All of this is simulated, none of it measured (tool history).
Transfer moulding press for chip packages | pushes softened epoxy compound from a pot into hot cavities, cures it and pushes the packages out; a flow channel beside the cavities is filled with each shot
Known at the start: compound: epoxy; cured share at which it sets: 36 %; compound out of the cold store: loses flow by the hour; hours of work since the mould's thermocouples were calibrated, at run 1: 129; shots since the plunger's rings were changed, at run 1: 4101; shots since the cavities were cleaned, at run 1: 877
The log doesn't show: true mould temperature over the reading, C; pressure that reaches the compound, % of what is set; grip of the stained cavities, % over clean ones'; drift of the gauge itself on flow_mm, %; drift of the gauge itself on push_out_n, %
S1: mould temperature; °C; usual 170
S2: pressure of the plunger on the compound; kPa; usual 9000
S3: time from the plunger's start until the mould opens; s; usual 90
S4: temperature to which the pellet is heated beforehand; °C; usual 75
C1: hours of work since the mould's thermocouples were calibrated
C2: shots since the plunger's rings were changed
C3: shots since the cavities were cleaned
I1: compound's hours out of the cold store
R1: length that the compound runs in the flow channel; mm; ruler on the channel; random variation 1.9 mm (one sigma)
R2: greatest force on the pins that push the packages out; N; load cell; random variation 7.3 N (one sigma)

run 1 day=0.000 | S1=170 S2=9000 S3=90 S4=75 | C1=129 C2=4101 C3=877 | I1=11.1 | R1=621 R2=454
-- day=1.033 cavities cleaned with cleaning compound and waxed
run 2 day=1.954 | S1=170 S2=9000 S3=90 S4=75 | C1=153 C2=4581 C3=234 | I1=44.0 | R1=514 R2=348
run 3 day=3.988 | S1=170 S2=9000 S3=90 S4=75 | C1=180 C2=5098 C3=751 | I1=29.6 | R1=553 R2=420
-- day=5.433 cavities cleaned with cleaning compound and waxed
run 4 day=6.371 | S1=170 S2=9000 S3=113 S4=75 | C1=210 C2=5688 C3=238 | I1=9.9 | R1=619 R2=309
run 5 day=9.029 | S1=170 S2=9000 S3=113 S4=75 | C1=245 C2=6365 C3=915 | I1=46.0 | R1=505 R2=374
-- day=9.858 cavities cleaned with cleaning compound and waxed
-- day=10.579 plunger's sealing rings changed
run 6 day=10.896 | S1=170 S2=9000 S3=113 S4=75 | C1=267 C2=80 C3=237 | I1=11.1 | R1=641 R2=321
run 7 day=12.350 | S1=170 S2=9000 S3=113 S4=75 | C1=286 C2=450 C3=607 | I1=39.2 | R1=547 R2=335
run 8 day=14.012 | S1=170 S2=9000 S3=90 S4=75 | C1=308 C2=873 C3=1030 | I1=11.4 | R1=638 R2=458
-- day=14.442 cavities cleaned with cleaning compound and waxed
run 9 day=15.979 | S1=170 S2=9000 S3=90 S4=75 | C1=333 C2=1357 C3=391 | I1=35.3 | R1=555 R2=383
run 10 day=17.138 | S1=170 S2=9000 S3=90 S4=75 | C1=348 C2=1651 C3=685 | I1=13.4 | R1=629 R2=434
run 11 day=18.608 | S1=170 S2=8330 S3=90 S4=75 | C1=368 C2=2025 C3=1059 | I1=45.1 | R1=503 R2=431
-- day=18.817 cavities cleaned with cleaning compound and waxed
run 12 day=20.571 | S1=170 S2=8330 S3=90 S4=75 | C1=392 C2=2509 C3=447 | I1=18.6 | R1=582 R2=390
-- day=23.192 cavities cleaned with cleaning compound and waxed
run 13 day=23.321 | S1=170 S2=9000 S3=90 S4=83 | C1=428 C2=3192 C3=33 | I1=46.5 | R1=517 R2=316
-- day=23.838 mould's thermocouples calibrated
run 14 day=24.854 | S1=170 S2=9000 S3=90 S4=83 | C1=13 C2=3560 C3=401 | I1=15.0 | R1=611 R2=392
run 15 day=26.538 | S1=170 S2=9000 S3=84 S4=75 | C1=35 C2=3988 C3=829 | I1=45.3 | R1=514 R2=457
-- day=27.650 cavities cleaned with cleaning compound and waxed
run 16 day=28.954 | S1=168 S2=9000 S3=126 S4=77 | C1=66 C2=4586 C3=331 | I1=47.2 | R1=513 R2=296
run 17 day=31.192 | S1=168 S2=9000 S3=126 S4=77 | C1=95 C2=5156 C3=901 | I1=43.1 | R1=523 R2=375
-- day=32.062 cavities cleaned with cleaning compound and waxed
run 18 day=33.412 | S1=177 S2=8940 S3=73 S4=75 | C1=124 C2=5704 C3=343 | I1=25.4 | R1=554 R2=363
run 19 day=35.154 | S1=177 S2=8940 S3=73 S4=75 | C1=146 C2=6147 C3=786 | I1=47.4 | R1=487 R2=399
-- day=36.438 cavities cleaned with cleaning compound and waxed
run 20 day=37.125 | S1=168 S2=9000 S3=90 S4=73 | C1=171 C2=6632 C3=175 | I1=16.0 | R1=604 R2=383
-- day=37.442 plunger's sealing rings changed
run 21 day=38.862 | S1=168 S2=9000 S3=90 S4=73 | C1=193 C2=361 C3=590 | I1=42.4 | R1=544 R2=431
run 22 day=40.575 | S1=168 S2=10190 S3=110 S4=70 | C1=215 C2=797 C3=1026 | I1=31.4 | R1=612 R2=382
-- day=40.867 cavities cleaned with cleaning compound and waxed
run 23 day=42.508 | S1=171 S2=9210 S3=90 S4=70 | C1=240 C2=1272 C3=418 | I1=41.3 | R1=540 R2=369
run 24 day=44.271 | S1=171 S2=9210 S3=90 S4=70 | C1=263 C2=1720 C3=866 | I1=9.6 | R1=647 R2=426
-- day=45.179 cavities cleaned with cleaning compound and waxed
run 25 day=46.596 | S1=167 S2=9210 S3=110 S4=80 | C1=292 C2=2295 C3=359 | I1=9.2 | R1=655 R2=353
run 26 day=48.117 | S1=170 S2=7100 S3=99 S4=75 | C1=312 C2=2682 C3=746 | I1=38.6 | R1=481 R2=391
-- day=49.704 cavities cleaned with cleaning compound and waxed
run 27 day=49.738 | S1=170 S2=7100 S3=99 S4=75 | C1=333 C2=3079 C3=9 | I1=15.4 | R1=545 R2=289
run 28 day=50.979 | S1=169 S2=9000 S3=90 S4=69 | C1=349 C2=3394 C3=324 | I1=16.8 | R1=610 R2=412
run 29 day=53.121 | S1=176 S2=10400 S3=121 S4=85 | C1=377 C2=3938 C3=868 | I1=15.6 | R1=639 R2=362

3 ways to go on from here, each from the tool as it stands after run 29. What would each give?
-- day=54.121 cavities cleaned with cleaning compound and waxed
run A day=54.467 | S1=173 S2=8500 S3=121 S4=70 | C1=394 C2=4264 C3=87 | I1=40.4 | R1=? R2=?
-- day=54.121 cavities cleaned with cleaning compound and waxed
run B day=54.467 | S1=162 S2=7110 S3=111 S4=85 | C1=394 C2=4264 C3=87 | I1=21.6 | R1=? R2=?
-- day=54.121 cavities cleaned with cleaning compound and waxed
run C day=54.467 | S1=170 S2=9000 S3=95 S4=75 | C1=394 C2=4264 C3=87 | I1=10.6 | R1=? R2=?

run=A R1=508 R2=271
run=B R1=542 R2=360
run=C R1=627 R2=315
Without the tool's hidden state the same runs would have given:
run=A R1=522 R2=251
run=B R1=556 R2=322
run=C R1=644 R2=285
